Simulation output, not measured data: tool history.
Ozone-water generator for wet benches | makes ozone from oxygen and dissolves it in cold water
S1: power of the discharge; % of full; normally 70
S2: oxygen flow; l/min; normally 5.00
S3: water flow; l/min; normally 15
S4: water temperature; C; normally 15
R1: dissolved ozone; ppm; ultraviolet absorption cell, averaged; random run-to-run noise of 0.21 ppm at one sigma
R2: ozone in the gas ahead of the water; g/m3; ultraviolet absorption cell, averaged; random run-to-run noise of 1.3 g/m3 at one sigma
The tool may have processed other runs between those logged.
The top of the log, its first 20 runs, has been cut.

run     day  S1    S2  S3  S4    R1     R2
 21  54.129  70  5.00  15  10  31.4  231.0
 22  57.346  86  5.44  11  16  42.0  259.2
 23  60.354  49  3.49  19  12  18.3  212.8
 24  62.892  42  3.81  15  10  20.9  179.5
 25  65.483  64  5.94  15   9  29.6  192.0
 26  69.467  70  5.05  15  15  29.0  230.6
 27  72.471  57  5.05  15  15  24.8  194.9
 28  75.688  62  5.01  15  15  26.0  206.9
 29  78.558  55  5.00  19  15  19.4  188.9
 30  82.350  45  5.00  17  15  18.5  160.3
 31  85.404  45  5.00  17  15  18.2  158.2
 32  87.996  70  5.00  15   8  32.0  229.8
 33  91.671  70  5.00  15   8  32.2  226.9

Forecast each of these 3 alternatives for the next run:
  A  94.046  70  4.32  20  22   ?   ?
  B  94.046  54  5.00  15   9   ?   ?
  C  94.046  55  5.00  15   8   ?   ?

run    R1     R2
  A  20.5  248.6
  B  25.3  182.9
  C  26.1  188.4
Stripped of hidden state, with their random variation kept, the same runs would have yielded:
run    R1     R2
  A  22.2  260.3
  B  27.0  189.6
  C  27.9  195.4
